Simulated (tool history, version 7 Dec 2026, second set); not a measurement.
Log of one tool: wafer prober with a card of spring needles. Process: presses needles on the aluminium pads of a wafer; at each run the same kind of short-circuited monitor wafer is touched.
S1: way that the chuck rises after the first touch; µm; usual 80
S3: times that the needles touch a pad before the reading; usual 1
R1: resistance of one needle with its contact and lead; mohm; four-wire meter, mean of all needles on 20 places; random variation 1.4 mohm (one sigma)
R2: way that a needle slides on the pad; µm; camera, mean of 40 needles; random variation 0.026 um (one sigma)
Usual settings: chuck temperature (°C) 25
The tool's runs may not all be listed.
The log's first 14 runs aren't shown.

At hour 276.2: tips cleaned on abrasive film.
Run 15, hour 280.5: usual settings but S3 3. Result: R1 133 mohm, R2 21.01 µm.
At hour 291.5: tips cleaned on abrasive film.
At hour 307.8: tips cleaned on abrasive film.
Run 16, hour 308.3: usual settings but S3 2. Result: R1 125 mohm, R2 20.94 µm.
Run 17, hour 320.1: usual settings but chuck temperature (°C) 37, S3 2. Result: R1 163 mohm, R2 20.97 µm.
At hour 323.8: tips cleaned on abrasive film.
Run 18, hour 334.0: usual settings but S1 61 µm, chuck temperature (°C) 60, S3 3. Result: R1 168 mohm, R2 15.91 µm.
At hour 340.5: tips cleaned on abrasive film.
At hour 356.4: tips cleaned on abrasive film.
Run 19, hour 360.4: usual settings but S1 63 µm, chuck temperature (°C) 41, S3 3. Result: R1 148 mohm, R2 16.30 µm.
At hour 372.7: tips cleaned on abrasive film.
Run 20, hour 384.5: usual settings but S1 78 µm, chuck temperature (°C) 123, S3 2. Result: R1 175 mohm, R2 20.30 µm.
At hour 387.7: tips cleaned on abrasive film.
Run 21, hour 399.0: usual settings but S1 99 µm. Result: R1 163 mohm, R2 25.78 µm.
At hour 403.4: tips cleaned on abrasive film.
Run 22, hour 415.5: usual settings but S1 99 µm. Result: R1 163 mohm, R2 25.74 µm.
At hour 419.1: tips cleaned on abrasive film.
At hour 435.5: tips cleaned on abrasive film.
Run 23, hour 438.4: usual settings but S1 99 µm. Result: R1 137 mohm, R2 25.66 µm.
At hour 451.3: tips cleaned on abrasive film.
Run 24, hour 456.4: usual settings but S1 87 µm, chuck temperature (°C) 58, S3 2. Result: R1 148 mohm, R2 22.48 µm.
At hour 467.0: tips cleaned on abrasive film.
At hour 473.5: height of the first contact set anew.
At hour 483.3: tips cleaned on abrasive film.
Run 25, hour 485.1: usual settings but S1 62 µm, chuck temperature (°C) 70. Result: R1 181 mohm, R2 16.35 µm.
At hour 498.8: tips cleaned on abrasive film.
Run 26, hour 503.1: usual settings but S1 62 µm, chuck temperature (°C) 70. Result: R1 206 mohm, R2 16.31 µm.
At hour 515.1: tips cleaned on abrasive film.
Run 27, hour 527.8: usual settings but S1 62 µm, chuck temperature (°C) 70. Result: R1 242 mohm, R2 16.33 µm.
At hour 530.3: tips cleaned on abrasive film.
Run 28, hour 545.1: usual settings but S1 62 µm, chuck temperature (°C) 70. Result: R1 249 mohm, R2 16.24 µm.
At hour 547.0: tips cleaned on abrasive film.
At hour 562.4: tips cleaned on abrasive film.
Run 29, hour 570.3: usual settings but S1 67 µm. Result: R1 215 mohm, R2 17.52 µm.
At hour 578.2: tips cleaned on abrasive film.
Run 30, hour 588.0: usual settings but S1 67 µm. Result: R1 221 mohm, R2 17.48 µm.
At hour 593.8: tips cleaned on abrasive film.
At hour 610.3: tips cleaned on abrasive film.
Run 31, hour 610.8: usual settings but S1 67 µm. Result: R1 136 mohm, R2 17.43 µm.

Forecast each of these 5 alternatives for the next run:
At hour 626.4: tips cleaned on abrasive film.
Run A, hour 629.5: usual settings but S1 89 µm, chuck temperature (°C) 36. Result: R1 ?, R2 ?.
At hour 626.4: tips cleaned on abrasive film.
Run B, hour 629.5: usual settings. Result: R1 ?, R2 ?.
At hour 626.4: tips cleaned on abrasive film.
Run C, hour 629.5: usual settings but S1 67 µm, chuck temperature (°C) 66. Result: R1 ?, R2 ?.
At hour 626.4: tips cleaned on abrasive film.
Run D, hour 629.5: usual settings but S1 67 µm, chuck temperature (°C) 66. Result: R1 ?, R2 ?.
At hour 626.4: tips cleaned on abrasive film.
Run E, hour 629.5: usual settings but S1 66 µm. Result: R1 ?, R2 ?.

run   R1     R2
  A  150  23.21
  B  160  20.81
  C  184  17.36
  D  185  17.41
  E  183  17.11
Without the tool's hidden state the same runs would have given:
run   R1     R2
  A  113  23.51
  B  114  21.10
  C  124  17.66
  D  124  17.71
  E  117  17.40
